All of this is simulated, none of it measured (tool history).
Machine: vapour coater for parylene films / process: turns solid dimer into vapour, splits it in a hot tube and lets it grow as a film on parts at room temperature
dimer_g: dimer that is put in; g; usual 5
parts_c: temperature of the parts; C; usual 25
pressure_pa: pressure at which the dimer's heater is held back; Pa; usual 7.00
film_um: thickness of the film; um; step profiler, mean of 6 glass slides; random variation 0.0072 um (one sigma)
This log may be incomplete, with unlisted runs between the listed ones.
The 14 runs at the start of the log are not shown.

| run | hour | dimer_g | parts_c | pressure_pa | film_um |
|---|---|---|---|---|---|
| 15 | 294.7 | 5 | 25 | 7.00 | 1.834 |
| 16 | 320.5 | 5 | 25 | 7.00 | 1.833 |
| 17 | 342.5 | 5 | 25 | 7.00 | 1.807 |
| 18 | 362.8 | 5 | 25 | 2.35 | 1.991 |
| 19 | 388.3 | 7 | 25 | 7.00 | 2.532 |
| 20 | 413.4 | 7 | 33 | 7.30 | 1.764 |
| 21 | 437.6 | 8 | 34 | 2.49 | 2.112 |
|  | 452.9 | trap's valve overhauled |
| 22 | 470.4 | 3 | 26 | 2.26 | 1.203 |
| 23 | 492.5 | 3 | 26 | 2.26 | 1.193 |
| 24 | 512.7 | 3 | 27 | 2.02 | 1.155 |
| 25 | 541.9 | 3 | 27 | 2.02 | 1.148 |
| 26 | 570.4 | 5 | 25 | 6.21 | 1.889 |
| 27 | 590.2 | 4 | 25 | 4.11 | 1.565 |
| 28 | 617.1 | 4 | 25 | 4.11 | 1.562 |
| 29 | 642.1 | 8 | 25 | 8.45 | 2.916 |
| 30 | 662.5 | 8 | 25 | 8.45 | 2.898 |
| 31 | 678.8 | 4 | 28 | 8.45 | 1.272 |
| 32 | 706.0 | 4 | 36 | 8.45 | 0.905 |
| 33 | 730.8 | 5 | 25 | 6.86 | 1.831 |
| 34 | 755.0 | 5 | 25 | 6.86 | 1.810 |
| 35 | 771.1 | 3 | 25 | 11.62 | 1.050 |
| 36 | 797.1 | 7 | 21 | 7.00 | 3.028 |
| 37 | 823.9 | 7 | 21 | 7.00 | 3.001 |

Below are 5 alternative next runs, each starting from the tool's condition after run 37. Predict each:
| A | 851.5 | 5 | 22 | 2.47 | ? |
| B | 851.5 | 6 | 25 | 7.48 | ? |
| C | 851.5 | 5 | 18 | 7.00 | ? |
| D | 851.5 | 7 | 24 | 11.27 | ? |
| E | 851.5 | 5 | 23 | 7.00 | ? |

| run | film_um |
|---|---|
| A | 2.240 |
| B | 2.141 |
| C | 2.433 |
| D | 2.518 |
| E | 1.963 |
Stripped of hidden state, with their random variation kept, the same runs would have yielded:
| run | film_um |
|---|---|
| A | 2.403 |
| B | 2.297 |
| C | 2.611 |
| D | 2.701 |
| E | 2.106 |
